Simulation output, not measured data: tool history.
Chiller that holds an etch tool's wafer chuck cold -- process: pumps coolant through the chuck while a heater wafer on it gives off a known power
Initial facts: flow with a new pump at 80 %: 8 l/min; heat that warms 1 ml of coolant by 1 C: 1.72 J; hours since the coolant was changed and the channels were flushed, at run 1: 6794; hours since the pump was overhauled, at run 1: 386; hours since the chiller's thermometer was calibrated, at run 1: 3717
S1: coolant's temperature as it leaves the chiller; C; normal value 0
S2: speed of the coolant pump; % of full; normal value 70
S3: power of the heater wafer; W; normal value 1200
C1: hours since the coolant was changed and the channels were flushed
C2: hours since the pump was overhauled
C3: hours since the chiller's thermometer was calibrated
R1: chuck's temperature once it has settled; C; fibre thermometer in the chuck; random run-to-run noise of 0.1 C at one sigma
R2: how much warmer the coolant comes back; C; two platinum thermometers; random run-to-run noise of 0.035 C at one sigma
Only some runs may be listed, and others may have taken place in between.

Run 1, hour 0: usual settings; C1 6794; C2 386; C3 3717. Result: R1 10.5 C, R2 6.02 C.
At hour 8.8: coolant changed, channels flushed.
Run 2, hour 44.5: usual settings but S1 -4 C; C1 36; C2 425; C3 3755. Result: R1 6.6 C, R2 5.98 C.
Run 3, hour 68.7: usual settings but S1 -4 C; C1 60; C2 449; C3 3780. Result: R1 6.7 C, R2 6.02 C.
Run 4, hour 107.1: usual settings; C1 98; C2 487; C3 3818. Result: R1 10.7 C, R2 5.99 C.
Run 5, hour 156.2: usual settings; C1 147; C2 536; C3 3867. Result: R1 10.5 C, R2 6.08 C.
Run 6, hour 190.5: usual settings; C1 182; C2 571; C3 3901. Result: R1 10.6 C, R2 6.03 C.
Run 7, hour 221.3: usual settings but S2 71 % of full; C1 213; C2 602; C3 3932. Result: R1 10.7 C, R2 5.93 C.
Run 8, hour 251.4: usual settings but S2 71 % of full; C1 243; C2 632; C3 3962. Result: R1 10.5 C, R2 5.99 C.
Run 9, hour 274.3: usual settings but S2 71 % of full; C1 266; C2 655; C3 3985. Result: R1 10.4 C, R2 5.96 C.
Run 10, hour 300.6: usual settings; C1 292; C2 681; C3 4011. Result: R1 10.7 C, R2 6.04 C.
Run 11, hour 348.6: usual settings but S2 88 % of full; C1 340; C2 729; C3 4059. Result: R1 9 C, R2 4.83 C.
Run 12, hour 395.9: usual settings but S2 82 % of full; C1 387; C2 776; C3 4107. Result: R1 9.4 C, R2 5.22 C.
Run 13, hour 425.4: usual settings but S2 82 % of full; C1 417; C2 806; C3 4136. Result: R1 9.3 C, R2 5.21 C.
Run 14, hour 471.8: usual settings but S2 82 % of full; C1 463; C2 852; C3 4183. Result: R1 9.4 C, R2 5.29 C.
Run 15, hour 502.6: usual settings; C1 494; C2 883; C3 4213. Result: R1 10.6 C, R2 6.11 C.
Run 16, hour 548.3: usual settings; C1 540; C2 929; C3 4259. Result: R1 10.5 C, R2 6.14 C.
Run 17, hour 586.5: usual settings but S1 4 C, S2 84 % of full; C1 578; C2 967; C3 4297. Result: R1 13.3 C, R2 5.08 C.
Run 18, hour 626.2: usual settings but S1 -6 C, S2 73 % of full, S3 1108 W; C1 617; C2 1006; C3 4337. Result: R1 3.6 C, R2 5.47 C.
Run 19, hour 662.3: usual settings but S1 -6 C, S2 73 % of full, S3 1035 W; C1 653; C2 1043; C3 4373. Result: R1 2.6 C, R2 5.14 C.
Run 20, hour 690.9: usual settings but S1 -6 C, S2 73 % of full, S3 1035 W; C1 682; C2 1071; C3 4402. Result: R1 3.1 C, R2 5.15 C.
Run 21, hour 742.3: usual settings but S1 -6 C, S2 73 % of full, S3 1035 W; C1 734; C2 1123; C3 4453. Result: R1 2.9 C, R2 5.1 C.
Run 22, hour 763.9: usual settings but S1 -6 C, S2 73 % of full, S3 1035 W; C1 755; C2 1144; C3 4475. Result: R1 2.8 C, R2 5.11 C.
Run 23, hour 807.2: usual settings but S1 -2 C, S2 61 % of full, S3 1381 W; C1 798; C2 1187; C3 4518. Result: R1 11.5 C, R2 8.12 C.
Run 24, hour 842.4: usual settings but S1 -2 C, S2 61 % of full, S3 1381 W; C1 834; C2 1223; C3 4553. Result: R1 11.5 C, R2 8.21 C.
Run 25, hour 868.1: usual settings but S1 -2 C, S2 85 % of full, S3 1381 W; C1 859; C2 1248; C3 4579. Result: R1 8.6 C, R2 5.84 C.
Run 26, hour 914.4: usual settings but S2 76 % of full, S3 1195 W; C1 906; C2 1295; C3 4625. Result: R1 10.1 C, R2 5.73 C.
Run 27, hour 954.6: usual settings but S1 4 C, S2 60 % of full, S3 680 W; C1 946; C2 1335; C3 4665. Result: R1 10.7 C, R2 4.16 C.
Run 28, hour 993.1: usual settings but S3 801 W; C1 984; C2 1373; C3 4704. Result: R1 7.1 C, R2 4.27 C.
Run 29, hour 1027.4: usual settings but S3 801 W; C1 1019; C2 1408; C3 4738. Result: R1 7.2 C, R2 4.23 C.
Run 30, hour 1052.9: usual settings but S3 801 W; C1 1044; C2 1433; C3 4764. Result: R1 7.1 C, R2 4.28 C.
Run 31, hour 1089.2: usual settings but S3 801 W; C1 1080; C2 1469; C3 4800. Result: R1 7.1 C, R2 4.2 C.
Run 32, hour 1133.6: usual settings but S1 7 C, S2 68 % of full, S3 954 W; C1 1125; C2 1514; C3 4844. Result: R1 15.6 C, R2 5.19 C.

Pick out some run-to-run changes in R2. Of each, how much would a tool without hidden state show as well, from the settings, what came in and chance, and how much is left for the hidden state and any gauge scatter not in both results compared?
Hidden state present: heat passed by the chuck's channels, % of clean ones'; flow at a given pump speed, % of a new pump's; coolant's true temperature over the reading, C; drift of the gauge itself on chuck_c, C; drift of the gauge itself on warmer_back_c, C.
Run 4 -> 5: nothing adjusted, nothing logged. R2 +0.09 C: hidden state +0.02, all else +0.07.
Run 10 -> 11: S2 70 -> 88. R2 -1.21 C: hidden state +0.02, all else -1.23.
Run 17 -> 18: S1 4 -> -6, S2 84 -> 73, S3 1200 -> 1108. R2 +0.39 C: hidden state +0.02, all else +0.37.
Run 22 -> 23: S1 -6 -> -2, S2 73 -> 61, S3 1035 -> 1381. R2 +3.01 C: hidden state +0.01, all else +3.
Run 24 -> 25: S2 61 -> 85. R2 -2.37 C: hidden state -0.01, all else -2.36.
Run 26 -> 27: S1 0 -> 4, S2 76 -> 60, S3 1195 -> 680. R2 -1.57 C: hidden state +0.02, all else -1.59.
